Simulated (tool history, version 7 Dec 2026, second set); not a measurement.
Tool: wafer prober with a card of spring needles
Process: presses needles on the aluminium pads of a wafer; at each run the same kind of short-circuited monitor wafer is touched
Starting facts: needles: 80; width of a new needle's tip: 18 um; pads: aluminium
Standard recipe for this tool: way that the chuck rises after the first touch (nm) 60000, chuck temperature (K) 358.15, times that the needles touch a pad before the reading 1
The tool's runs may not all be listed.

run,hour,way that the chuck rises after the first touch (nm),chuck temperature (K),times that the needles touch a pad before the reading,resistance of one needle with its contact and lead (mohm),way that a needle slides on the pad (nm)
1,0,60000,358.15,1,256,14130
# hour 18.1: tips cleaned on abrasive film
# hour 37: tips cleaned on abrasive film
2,42.4,60000,358.15,1,257,14120
# hour 57.2: tips cleaned on abrasive film
# hour 75.8: tips cleaned on abrasive film
3,92.5,60000,358.15,1,263,14190
# hour 95.3: tips cleaned on abrasive film
# hour 115.9: tips cleaned on abrasive film
4,117.6,60000,358.15,1,259,14140
# hour 136: tips cleaned on abrasive film
# hour 153.7: tips cleaned on abrasive film
5,153.7,60000,358.15,1,257,14120
# hour 172.5: tips cleaned on abrasive film
# hour 190.5: tips cleaned on abrasive film
6,196.6,60000,358.15,1,258,14130
# hour 208.8: tips cleaned on abrasive film
7,224.1,60000,314.15,1,248,14080
# hour 228.2: tips cleaned on abrasive film
# hour 245.7: tips cleaned on abrasive film
# hour 262.8: tips cleaned on abrasive film
8,265.1,60000,314.15,1,246,14170
# hour 281.5: tips cleaned on abrasive film
9,295.5,54000,304.15,2,244,12720
# hour 299.2: tips cleaned on abrasive film
# hour 316.8: tips cleaned on abrasive film
10,331.2,54000,304.15,2,240,12780
# hour 335.5: tips cleaned on abrasive film
# hour 353.7: tips cleaned on abrasive film
# hour 370.6: tips cleaned on abrasive film
11,370.6,54000,304.15,2,246,12850

Alternative continuations, all from the tool just after run 11; predict every row:
# hour 389.2: tips cleaned on abrasive film
A,396.3,60000,303.15,2,?,?
# hour 389.2: tips cleaned on abrasive film
B,396.3,50000,358.15,1,?,?
# hour 389.2: tips cleaned on abrasive film
C,396.3,54000,351.15,2,?,?
# hour 389.2: tips cleaned on abrasive film
D,396.3,60000,349.15,3,?,?
# hour 389.2: tips cleaned on abrasive film
E,396.3,54000,324.15,2,?,?

run,resistance of one needle with its contact and lead (mohm),way that a needle slides on the pad (nm)
A,244,14110
B,260,11860
C,260,12710
D,257,14100
E,250,12690
With the hidden condition removed and each run's random variation left untouched, the same runs would have given:
run,resistance of one needle with its contact and lead (mohm),way that a needle slides on the pad (nm)
A,243,14120
B,259,11860
C,259,12720
D,257,14110
E,250,12700
